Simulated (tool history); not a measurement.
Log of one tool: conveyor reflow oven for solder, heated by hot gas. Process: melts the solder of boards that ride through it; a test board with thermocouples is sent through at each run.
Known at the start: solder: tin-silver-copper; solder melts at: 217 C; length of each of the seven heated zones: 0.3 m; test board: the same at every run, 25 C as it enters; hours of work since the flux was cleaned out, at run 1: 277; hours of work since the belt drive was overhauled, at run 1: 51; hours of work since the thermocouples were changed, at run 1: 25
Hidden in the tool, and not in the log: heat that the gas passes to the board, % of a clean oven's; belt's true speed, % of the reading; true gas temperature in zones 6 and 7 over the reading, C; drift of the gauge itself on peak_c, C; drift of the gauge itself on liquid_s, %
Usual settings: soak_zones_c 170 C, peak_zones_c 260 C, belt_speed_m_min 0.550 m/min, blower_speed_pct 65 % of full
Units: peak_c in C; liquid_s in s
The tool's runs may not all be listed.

run,hour,soak_zones_c,peak_zones_c,belt_speed_m_min,blower_speed_pct,hours of work since the flux was cleaned out,hours of work since the belt drive was overhauled,hours of work since the thermocouples were changed,peak_c,liquid_s
1,0.0,170,260,0.550,65,277,51,25,245.8,44.4
2,8.1,170,260,0.550,65,282,57,31,246.3,45.1
3,16.6,170,260,0.550,65,289,63,37,245.9,44.4
4,22.5,170,260,0.550,65,293,67,41,245.7,44.5
5,28.9,170,269,0.550,65,297,72,46,255.3,49.4
6,33.2,170,269,0.550,65,300,75,49,254.7,49.0
7,41.5,173,260,0.550,65,306,81,55,246.1,45.6
8,48.2,173,260,0.550,65,311,85,59,246.7,45.8
9,57.2,173,260,0.550,65,318,92,66,246.6,45.6
10,61.4,173,260,0.550,65,321,95,69,246.2,45.6
11,69.3,173,260,0.550,65,326,101,75,247.1,45.9
12,73.4,173,260,0.550,65,329,104,78,247.2,45.1
13,81.0,173,260,0.550,65,335,109,83,246.9,45.9
14,89.0,173,260,0.550,65,341,115,89,246.3,45.6
15,97.9,173,260,0.550,65,347,121,95,246.0,45.9
16,103.8,170,267,0.550,65,351,125,99,252.2,48.3
17,111.0,170,256,0.550,65,356,131,105,242.1,41.0
18,118.3,170,256,0.550,65,362,136,110,242.8,41.4
19,124.4,170,273,0.550,61,366,140,114,257.6,50.5
20,132.9,170,260,0.550,81,372,146,120,248.9,47.0
# hour 145.5: flux residue cleaned out of gas plates and filters
21,146.0,170,261,0.550,65,0,152,126,248.6,46.7
22,154.8,170,261,0.550,65,7,159,133,248.5,47.1
23,160.1,174,261,0.633,53,10,162,136,241.3,34.6
24,168.8,184,271,0.582,70,17,169,143,258.9,53.4
25,173.1,170,263,0.622,65,20,172,146,245.9,38.8
26,179.2,170,263,0.622,65,24,176,150,246.7,39.1
27,184.9,170,263,0.622,65,28,180,154,246.6,39.0
28,191.5,170,271,0.518,65,33,185,159,258.9,56.4
29,198.3,170,271,0.657,60,38,190,164,249.6,37.7
30,207.3,181,271,0.487,66,44,196,170,263.2,64.2
31,213.6,181,260,0.487,67,49,201,175,253.1,60.2
32,220.8,175,272,0.517,80,54,206,180,263.5,60.4

Some steps in peak_c between neighbouring runs. How much of each would the tool show without its hidden state too (settings, what came in, random variation), and how much is left for the hidden state, with any gauge scatter that isn't in both results?
Run 5 -> 6: no setting changed, nothing entered. peak_c -0.6 C: hidden state -0.1, all else -0.5.
Run 18 -> 19: peak_zones_c 256 -> 273, blower_speed_pct 65 -> 61. peak_c +14.8 C: hidden state -0.2, all else +15.0.
Run 20 -> 21: peak_zones_c 260 -> 261, blower_speed_pct 81 -> 65, flux residue cleaned out of gas plates and filters. peak_c -0.3 C: hidden state +1.6, all else -1.9.
Run 23 -> 24: soak_zones_c 174 -> 184, peak_zones_c 261 -> 271, belt_speed_m_min 0.633 -> 0.582, blower_speed_pct 53 -> 70. peak_c +17.6 C: hidden state -0.1, all else +17.7.
Run 29 -> 30: soak_zones_c 170 -> 181, belt_speed_m_min 0.657 -> 0.487, blower_speed_pct 60 -> 66. peak_c +13.6 C: hidden state +0.1, all else +13.5.

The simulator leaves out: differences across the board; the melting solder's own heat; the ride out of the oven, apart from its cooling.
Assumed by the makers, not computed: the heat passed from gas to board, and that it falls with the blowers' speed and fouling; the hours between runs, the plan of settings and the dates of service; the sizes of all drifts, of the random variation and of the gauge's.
